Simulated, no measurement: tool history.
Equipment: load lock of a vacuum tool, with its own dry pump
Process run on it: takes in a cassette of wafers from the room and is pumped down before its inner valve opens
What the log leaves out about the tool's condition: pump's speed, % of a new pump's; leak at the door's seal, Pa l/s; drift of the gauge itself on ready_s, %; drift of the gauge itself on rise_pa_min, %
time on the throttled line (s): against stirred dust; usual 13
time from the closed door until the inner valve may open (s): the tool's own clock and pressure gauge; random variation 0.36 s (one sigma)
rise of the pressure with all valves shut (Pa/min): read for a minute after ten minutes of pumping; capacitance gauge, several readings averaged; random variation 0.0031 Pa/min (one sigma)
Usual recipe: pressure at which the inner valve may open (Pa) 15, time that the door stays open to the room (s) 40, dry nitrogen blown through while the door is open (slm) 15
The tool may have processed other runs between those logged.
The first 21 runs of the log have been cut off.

run	hour	time on the throttled line (s)	pressure at which the inner valve may open (Pa)	time that the door stays open to the room (s)	dry nitrogen blown through while the door is open (slm)	hours that the pump has run since its overhaul	times that the door has closed on its seal	incoming humidity of the room's air, %	time from the closed door until the inner valve may open (s)	rise of the pressure with all valves shut (Pa/min)
22	1675.0	8	12	70	22	5563	8728	43.5	31.0	0.102
23	1729.4	15	15	124	15	5618	8861	51.0	35.6	0.148
24	1830.3	13	15	40	9	5719	9107	48.8	33.3	0.103
25	1950.4	13	16	111	15	5839	9399	45.4	33.3	0.130
26	2040.7	13	26	56	15	5929	9619	41.4	32.2	0.101
27	2146.0	13	26	56	15	6034	9876	43.5	32.7	0.104
28	2225.0	8	15	126	18	6113	10069	46.7	30.9	0.147
29	2308.8	8	21	148	6	6197	10273	49.2	29.5	0.204
30	2429.4	8	20	181	6	6318	10567	45.1	29.7	0.200
31	2536.0	8	20	181	6	6424	10827	45.0	30.1	0.201
32	2644.7	11	20	181	6	6533	11092	43.6	31.7	0.195
33	2717.8	25	30	181	11	6606	11270	44.1	41.1	0.181
34	2791.5	22	30	181	11	6680	11449	44.3	38.8	0.188
35	2854.7	12	30	181	17	6743	11603	44.1	31.9	0.167
36	2977.2	8	12	40	15	6866	11902	43.6	31.8	0.102

Each row is a separate what-if for the run after 36, all from the same tool condition, not one after another. Results?
A	3042.3	13	17	174	23	6931	12061	45.3	?	?
B	3042.3	20	16	128	15	6931	12061	44.9	?	?
C	3042.3	23	17	40	15	6931	12061	46.9	?	?
D	3042.3	13	15	40	6	6931	12061	42.5	?	?

run	time from the closed door until the inner valve may open (s)	rise of the pressure with all valves shut (Pa/min)
A	33.8	0.160
B	39.2	0.149
C	40.4	0.114
D	34.9	0.112
The same runs, with their run-to-run variation unchanged, on a tool lacking any hidden condition would have given:
run	time from the closed door until the inner valve may open (s)	rise of the pressure with all valves shut (Pa/min)
A	31.5	0.111
B	37.2	0.101
C	38.4	0.064
D	32.6	0.064
